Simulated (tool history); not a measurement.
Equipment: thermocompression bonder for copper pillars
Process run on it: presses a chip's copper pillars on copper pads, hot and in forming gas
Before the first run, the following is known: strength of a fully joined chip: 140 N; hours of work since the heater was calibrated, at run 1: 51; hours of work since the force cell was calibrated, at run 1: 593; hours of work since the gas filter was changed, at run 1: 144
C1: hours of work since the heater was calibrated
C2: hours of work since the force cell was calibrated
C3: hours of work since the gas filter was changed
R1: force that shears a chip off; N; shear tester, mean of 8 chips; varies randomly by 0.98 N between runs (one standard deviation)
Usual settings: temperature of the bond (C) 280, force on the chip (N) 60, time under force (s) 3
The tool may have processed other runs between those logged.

run 1 hour=0.0 | temperature_of_the_bond_(C)=280 force_on_the_chip_(N)=60 time_under_force_(s)=3 | C1=51 C2=593 C3=144 | R1=88.5
run 2 hour=31.1 | temperature_of_the_bond_(C)=280 force_on_the_chip_(N)=60 time_under_force_(s)=3 | C1=75 C2=617 C3=167 | R1=86.6
run 3 hour=66.3 | temperature_of_the_bond_(C)=280 force_on_the_chip_(N)=60 time_under_force_(s)=7 | C1=102 C2=643 C3=194 | R1=108.1
run 4 hour=84.5 | temperature_of_the_bond_(C)=280 force_on_the_chip_(N)=38 time_under_force_(s)=3 | C1=116 C2=657 C3=208 | R1=58.9
run 5 hour=116.3 | temperature_of_the_bond_(C)=280 force_on_the_chip_(N)=38 time_under_force_(s)=3 | C1=140 C2=682 C3=232 | R1=57.5
run 6 hour=150.1 | temperature_of_the_bond_(C)=280 force_on_the_chip_(N)=38 time_under_force_(s)=3 | C1=166 C2=707 C3=258 | R1=58.8
run 7 hour=184.0 | temperature_of_the_bond_(C)=280 force_on_the_chip_(N)=62 time_under_force_(s)=3 | C1=192 C2=733 C3=284 | R1=86.7
run 8 hour=222.6 | temperature_of_the_bond_(C)=280 force_on_the_chip_(N)=62 time_under_force_(s)=3 | C1=221 C2=763 C3=313 | R1=85.8
run 9 hour=240.1 | temperature_of_the_bond_(C)=280 force_on_the_chip_(N)=62 time_under_force_(s)=3 | C1=234 C2=776 C3=327 | R1=84.8
run 10 hour=270.8 | temperature_of_the_bond_(C)=277 force_on_the_chip_(N)=60 time_under_force_(s)=3 | C1=258 C2=799 C3=350 | R1=82.1
run 11 hour=306.4 | temperature_of_the_bond_(C)=277 force_on_the_chip_(N)=60 time_under_force_(s)=3 | C1=285 C2=827 C3=377 | R1=79.1
run 12 hour=333.4 | temperature_of_the_bond_(C)=277 force_on_the_chip_(N)=60 time_under_force_(s)=3 | C1=305 C2=847 C3=398 | R1=78.7
-- hour=338.7 force cell calibrated
run 13 hour=365.6 | temperature_of_the_bond_(C)=277 force_on_the_chip_(N)=60 time_under_force_(s)=3 | C1=329 C2=20 C3=421 | R1=80.3
run 14 hour=394.5 | temperature_of_the_bond_(C)=289 force_on_the_chip_(N)=56 time_under_force_(s)=3 | C1=351 C2=43 C3=443 | R1=86.6
-- hour=406.3 forming gas filter changed
run 15 hour=419.0 | temperature_of_the_bond_(C)=297 force_on_the_chip_(N)=60 time_under_force_(s)=3 | C1=369 C2=61 C3=10 | R1=103.4
run 16 hour=447.5 | temperature_of_the_bond_(C)=288 force_on_the_chip_(N)=55 time_under_force_(s)=3 | C1=391 C2=83 C3=31 | R1=89.1
-- hour=474.6 force cell calibrated, once more
run 17 hour=483.0 | temperature_of_the_bond_(C)=293 force_on_the_chip_(N)=86 time_under_force_(s)=2 | C1=417 C2=6 C3=57 | R1=108.2
run 18 hour=514.1 | temperature_of_the_bond_(C)=293 force_on_the_chip_(N)=86 time_under_force_(s)=2 | C1=441 C2=30 C3=81 | R1=106.4
run 19 hour=540.4 | temperature_of_the_bond_(C)=280 force_on_the_chip_(N)=41 time_under_force_(s)=3 | C1=461 C2=50 C3=101 | R1=59.8
run 20 hour=578.5 | temperature_of_the_bond_(C)=293 force_on_the_chip_(N)=60 time_under_force_(s)=3 | C1=490 C2=79 C3=130 | R1=94.5
run 21 hour=615.5 | temperature_of_the_bond_(C)=293 force_on_the_chip_(N)=60 time_under_force_(s)=3 | C1=518 C2=108 C3=158 | R1=93.6
run 22 hour=650.1 | temperature_of_the_bond_(C)=293 force_on_the_chip_(N)=60 time_under_force_(s)=3 | C1=544 C2=134 C3=185 | R1=93.3
run 23 hour=691.9 | temperature_of_the_bond_(C)=293 force_on_the_chip_(N)=60 time_under_force_(s)=3 | C1=576 C2=166 C3=217 | R1=92.5
run 24 hour=711.5 | temperature_of_the_bond_(C)=281 force_on_the_chip_(N)=76 time_under_force_(s)=8 | C1=591 C2=181 C3=232 | R1=114.9
run 25 hour=752.4 | temperature_of_the_bond_(C)=281 force_on_the_chip_(N)=76 time_under_force_(s)=8 | C1=622 C2=212 C3=263 | R1=116.6

Alternative continuations, all from the tool just after run 25; predict every row:
run A hour=771.0 | temperature_of_the_bond_(C)=281 force_on_the_chip_(N)=43 time_under_force_(s)=2 | C1=637 C2=226 C3=277 | R1=?
run B hour=771.0 | temperature_of_the_bond_(C)=253 force_on_the_chip_(N)=60 time_under_force_(s)=3 | C1=637 C2=226 C3=277 | R1=?
run C hour=771.0 | temperature_of_the_bond_(C)=281 force_on_the_chip_(N)=54 time_under_force_(s)=4 | C1=637 C2=226 C3=277 | R1=?
run D hour=771.0 | temperature_of_the_bond_(C)=291 force_on_the_chip_(N)=84 time_under_force_(s)=4 | C1=637 C2=226 C3=277 | R1=?

run=A R1=52.1
run=B R1=52.9
run=C R1=81.2
run=D R1=116.3
With the hidden condition removed and each run's random variation left untouched, the same runs would have given:
run=A R1=58.7
run=B R1=60.1
run=C R1=89.9
run=D R1=124.9
